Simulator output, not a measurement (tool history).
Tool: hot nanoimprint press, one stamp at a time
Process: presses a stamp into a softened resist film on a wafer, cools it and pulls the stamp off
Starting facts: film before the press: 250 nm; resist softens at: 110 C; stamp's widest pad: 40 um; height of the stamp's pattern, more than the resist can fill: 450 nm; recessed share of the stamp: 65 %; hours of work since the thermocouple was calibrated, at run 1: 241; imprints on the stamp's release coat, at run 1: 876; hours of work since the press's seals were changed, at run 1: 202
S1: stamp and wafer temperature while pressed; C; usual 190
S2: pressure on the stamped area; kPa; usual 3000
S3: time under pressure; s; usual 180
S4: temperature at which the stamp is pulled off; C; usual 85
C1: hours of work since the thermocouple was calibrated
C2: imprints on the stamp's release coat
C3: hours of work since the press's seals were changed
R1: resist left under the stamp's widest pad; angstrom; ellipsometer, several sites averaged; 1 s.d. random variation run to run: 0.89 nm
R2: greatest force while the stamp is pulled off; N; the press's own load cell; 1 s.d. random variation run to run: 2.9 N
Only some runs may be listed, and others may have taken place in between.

run   hour   S1    S2   S3  S4   C1    C2   C3    R1   R2
  1    0.0  190  3000  180  85  241   876  202  1268  169
  2   26.5  190  3000  180  85  259   990  220  1277  171
  3   72.5  190  3000  282  85  291  1188  252  1095  184
  4  115.4  190  3000  282  85  320  1373  281  1102  185
  5  140.4  190  3000  282  85  337  1481  298  1097  202
     164.4  -- stamp cleaned and given a new release coat
  6  177.6  190  3000  282  85  359    57  320  1114  141
  7  216.4  190  3000  282  85  386   225  347  1111  151
  8  253.3  190  3000  282  85  411   383  372  1123  160
  9  284.9  190  3000  282  85  433   520  394  1138  158
 10  333.9  190  3000  282  85  466   731  427  1138  166
 11  367.1  190  3000  180  85  489   874  450  1330  168
 12  400.0  194  3000  180  85  512  1016  473  1183  188
 13  428.3  184  3000  180  85  531  1138  492  1588  179
 14  470.0  184  3000  180  85  560  1317  521  1612  189
 15  502.6  190  3000  180  85  582  1458  544  1352  196
     510.7  -- plate thermocouple calibrated
     536.2  -- stamp cleaned and given a new release coat
 16  547.9  190  2350  180  77   21    50  568  1536  180
 17  576.4  200  3000  121  85   41   173  588  1206  162
 18  602.3  184  1820  180  74   59   285  606  1922  197
 19  641.1  183  2970  180  87   86   452  633  1721  154
 20  691.7  190  3000  120  86  120   671  667  1610  177
 21  730.4  190  3530  180  91  147   837  694  1329  158
 22  755.7  182  3530  231  91  164   946  711  1614  163
     780.3  -- plate thermocouple calibrated, once more
 23  800.8  191  3180  255  74   14  1128  740  1055  218
 24  823.6  191  3180  255  74   30  1226  756  1056  229
 25  854.4  191  2150  287  74   51  1359  777  1219  235
 26  875.2  191  2150  287  74   65  1448  792  1214  234
     910.1  -- stamp cleaned and given a new release coat
 27  927.3  187  3000  322  73   97    74  823  1151  185
 28  953.3  187  3000  322  73  115   186  841  1144  190
 29  985.3  187  3000  322  73  137   324  863  1153  198

Results for each run, recomputed without the tool's hidden state and with each run's random variation untouched:
Unlogged tool condition in this case: true temperature over the reading, C; pressure that arrives at the usual setting, %; grip of the stamp's worn release coat, % over a new coat's; drift of the gauge itself on residual_nm, %; drift of the gauge itself on pull_off_n, %.
run    R1   R2
  1  1222  137
  2  1227  135
  3  1042  139
  4  1043  135
  5  1034  145
  6  1046  134
  7  1038  138
  8  1043  141
  9  1053  135
 10  1047  136
 11  1226  133
 12  1084  144
 13  1464  134
 14  1480  136
 15  1226  137
 16  1370  166
 17  1062  143
 18  1757  172
 19  1523  127
 20  1415  140
 21  1132  119
 22  1378  119
 23  1023  173
 24  1020  178
 25  1186  178
 26  1178  174
 27  1100  180
 28  1088  181
 29  1092  183
